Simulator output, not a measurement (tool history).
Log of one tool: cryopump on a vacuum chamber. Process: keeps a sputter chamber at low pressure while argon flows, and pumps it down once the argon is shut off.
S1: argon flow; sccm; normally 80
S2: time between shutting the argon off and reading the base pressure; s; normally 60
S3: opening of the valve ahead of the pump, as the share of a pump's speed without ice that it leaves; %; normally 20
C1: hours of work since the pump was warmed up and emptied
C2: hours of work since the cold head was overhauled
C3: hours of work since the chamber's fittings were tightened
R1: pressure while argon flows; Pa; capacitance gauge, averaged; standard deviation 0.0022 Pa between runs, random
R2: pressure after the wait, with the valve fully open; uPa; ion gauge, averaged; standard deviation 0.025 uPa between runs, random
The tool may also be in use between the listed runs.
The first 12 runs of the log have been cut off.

At day 15.250: leaking fittings of the chamber tightened, without venting.
Run 13, day 15.646: usual settings but S1 82 sccm, S2 27 s; C1 318; C2 1446; C3 8. Result: R1 0.6134 Pa, R2 1.87 uPa.
Run 14, day 16.571: usual settings but S1 82 sccm, S2 27 s; C1 338; C2 1466; C3 28. Result: R1 0.6145 Pa, R2 1.82 uPa.
Run 15, day 17.338: usual settings; C1 354; C2 1482; C3 44. Result: R1 0.5968 Pa, R2 1.02 uPa.
Run 16, day 18.612: usual settings but S2 194 s; C1 381; C2 1509; C3 71. Result: R1 0.5984 Pa, R2 0.61 uPa.
Run 17, day 19.492: usual settings but S2 194 s; C1 400; C2 1528; C3 90. Result: R1 0.6018 Pa, R2 0.62 uPa.
Run 18, day 20.796: usual settings but S2 194 s; C1 427; C2 1555; C3 117. Result: R1 0.6022 Pa, R2 0.62 uPa.
Run 19, day 21.921: usual settings but S2 194 s; C1 451; C2 1579; C3 141. Result: R1 0.6017 Pa, R2 0.68 uPa.
Run 20, day 22.817: usual settings but S1 58 sccm, S2 25 s, S3 22 %; C1 470; C2 1598; C3 160. Result: R1 0.3963 Pa, R2 2.10 uPa.
Run 21, day 23.888: usual settings but S1 58 sccm, S2 25 s, S3 22 %; C1 493; C2 1621; C3 183. Result: R1 0.3990 Pa, R2 2.10 uPa.
Run 22, day 24.721: usual settings but S1 58 sccm, S2 25 s, S3 22 %; C1 511; C2 1638; C3 200. Result: R1 0.4002 Pa, R2 2.22 uPa.
Run 23, day 25.438: usual settings but S1 58 sccm, S2 38 s, S3 49 %; C1 526; C2 1653; C3 216. Result: R1 0.1875 Pa, R2 1.63 uPa.
Run 24, day 26.550: usual settings but S1 65 sccm; C1 549; C2 1677; C3 239. Result: R1 0.4928 Pa, R2 1.23 uPa.
Run 25, day 27.271: usual settings but S1 65 sccm; C1 564; C2 1692; C3 254. Result: R1 0.4907 Pa, R2 1.23 uPa.
Run 26, day 28.662: usual settings but S1 111 sccm, S2 117 s, S3 33 %; C1 594; C2 1722; C3 284. Result: R1 0.5212 Pa, R2 0.93 uPa.
Run 27, day 29.367: usual settings but S1 58 sccm, S2 87 s, S3 16 %; C1 609; C2 1737; C3 299. Result: R1 0.5460 Pa, R2 1.11 uPa.
Run 28, day 30.329: usual settings but S1 119 sccm, S3 35 %; C1 629; C2 1757; C3 319. Result: R1 0.5306 Pa, R2 1.30 uPa.
Run 29, day 31.325: usual settings but S1 67 sccm, S2 92 s; C1 650; C2 1778; C3 340. Result: R1 0.5077 Pa, R2 1.09 uPa.
Run 30, day 32.229: usual settings but S1 52 sccm, S2 92 s, S3 30 %; C1 669; C2 1797; C3 359. Result: R1 0.2684 Pa, R2 1.11 uPa.
Run 31, day 33.554: usual settings but S1 130 sccm, S3 17 %; C1 697; C2 1825; C3 387. Result: R1 1.1584 Pa, R2 1.42 uPa.
Run 32, day 34.825: usual settings but S1 66 sccm, S2 23 s; C1 724; C2 1852; C3 414. Result: R1 0.5082 Pa, R2 2.55 uPa.
Run 33, day 35.888: usual settings but S1 66 sccm, S2 189 s, S3 45 %; C1 747; C2 1875; C3 437. Result: R1 0.2362 Pa, R2 1.04 uPa.
Run 34, day 36.921: usual settings but S1 121 sccm, S2 64 s, S3 25 %; C1 769; C2 1896; C3 459. Result: R1 0.7533 Pa, R2 1.52 uPa.
Run 35, day 38.371: usual settings but S1 62 sccm, S2 41 s, S3 47 %; C1 799; C2 1927; C3 489. Result: R1 0.2120 Pa, R2 1.80 uPa.

What if the next run were any one of these 3? Each begins from the tool's condition after run 35:
Run A, day 39.017: usual settings but S3 33 %; C1 813; C2 1941; C3 503. Result: R1 ?, R2 ?.
Run B, day 39.017: usual settings but S1 100 sccm, S2 26 s, S3 19 %; C1 813; C2 1941; C3 503. Result: R1 ?, R2 ?.
Run C, day 39.017: usual settings but S1 76 sccm, S2 223 s; C1 813; C2 1941; C3 503. Result: R1 ?, R2 ?.

run      R1    R2
  A  0.3857  1.60
  B  0.8091  2.39
  C  0.5798  1.00
The same runs, with their run-to-run variation unchanged, on a tool lacking any hidden condition would have given:
run      R1    R2
  A  0.3581  1.00
  B  0.7748  1.82
  C  0.5540  0.42

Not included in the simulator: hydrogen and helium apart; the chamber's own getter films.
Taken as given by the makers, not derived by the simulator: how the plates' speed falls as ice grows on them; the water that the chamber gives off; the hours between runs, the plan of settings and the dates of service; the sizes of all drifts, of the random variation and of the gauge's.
